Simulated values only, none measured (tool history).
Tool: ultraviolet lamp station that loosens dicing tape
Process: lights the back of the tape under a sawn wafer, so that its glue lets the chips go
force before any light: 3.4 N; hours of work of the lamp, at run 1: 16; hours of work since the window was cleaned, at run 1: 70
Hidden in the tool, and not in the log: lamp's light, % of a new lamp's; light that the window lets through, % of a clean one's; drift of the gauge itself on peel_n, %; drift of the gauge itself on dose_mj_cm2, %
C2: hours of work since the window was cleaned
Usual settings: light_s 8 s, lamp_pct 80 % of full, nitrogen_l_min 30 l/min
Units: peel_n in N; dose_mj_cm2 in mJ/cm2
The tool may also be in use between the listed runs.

{"run": 1, "hour": 0.0, "light_s": 8, "lamp_pct": 80, "nitrogen_l_min": 30, "hours of work of the lamp": 16, "C2": 70, "peel_n": 0.285, "dose_mj_cm2": 309}
{"run": 2, "hour": 6.5, "light_s": 8, "lamp_pct": 80, "nitrogen_l_min": 30, "hours of work of the lamp": 19, "C2": 73, "peel_n": 0.284, "dose_mj_cm2": 304}
{"run": 3, "hour": 16.3, "light_s": 8, "lamp_pct": 80, "nitrogen_l_min": 30, "hours of work of the lamp": 23, "C2": 78, "peel_n": 0.298, "dose_mj_cm2": 305}
{"run": 4, "hour": 23.3, "light_s": 8, "lamp_pct": 80, "nitrogen_l_min": 16, "hours of work of the lamp": 26, "C2": 81, "peel_n": 0.431, "dose_mj_cm2": 304}
{"run": 5, "hour": 28.5, "light_s": 8, "lamp_pct": 80, "nitrogen_l_min": 30, "hours of work of the lamp": 29, "C2": 83, "peel_n": 0.302, "dose_mj_cm2": 303}
{"run": 6, "hour": 34.7, "light_s": 8, "lamp_pct": 80, "nitrogen_l_min": 30, "hours of work of the lamp": 32, "C2": 86, "peel_n": 0.302, "dose_mj_cm2": 305}
{"run": 7, "hour": 39.4, "light_s": 8, "lamp_pct": 80, "nitrogen_l_min": 30, "hours of work of the lamp": 34, "C2": 88, "peel_n": 0.295, "dose_mj_cm2": 307}
{"run": 8, "hour": 48.9, "light_s": 10, "lamp_pct": 80, "nitrogen_l_min": 10, "hours of work of the lamp": 38, "C2": 93, "peel_n": 0.4, "dose_mj_cm2": 379}
{"run": 9, "hour": 54.7, "light_s": 10, "lamp_pct": 80, "nitrogen_l_min": 12, "hours of work of the lamp": 41, "C2": 95, "peel_n": 0.349, "dose_mj_cm2": 378}
{"run": 10, "hour": 60.7, "light_s": 10, "lamp_pct": 80, "nitrogen_l_min": 12, "hours of work of the lamp": 43, "C2": 98, "peel_n": 0.346, "dose_mj_cm2": 380}
{"run": 11, "hour": 70.4, "light_s": 10, "lamp_pct": 80, "nitrogen_l_min": 12, "hours of work of the lamp": 48, "C2": 102, "peel_n": 0.384, "dose_mj_cm2": 382}
{"run": 12, "hour": 79.7, "light_s": 10, "lamp_pct": 80, "nitrogen_l_min": 12, "hours of work of the lamp": 52, "C2": 106, "peel_n": 0.348, "dose_mj_cm2": 376}

Hidden state or all else? Some run-to-run changes of peel_n, split into what the settings, what came in and random variation would give without the hidden state, and what is left for the hidden state (with any gauge scatter that isn't in both results):
Run 3 -> 4: nitrogen_l_min 30 -> 16. peel_n +0.133 N: hidden state +0.009, all else +0.124.
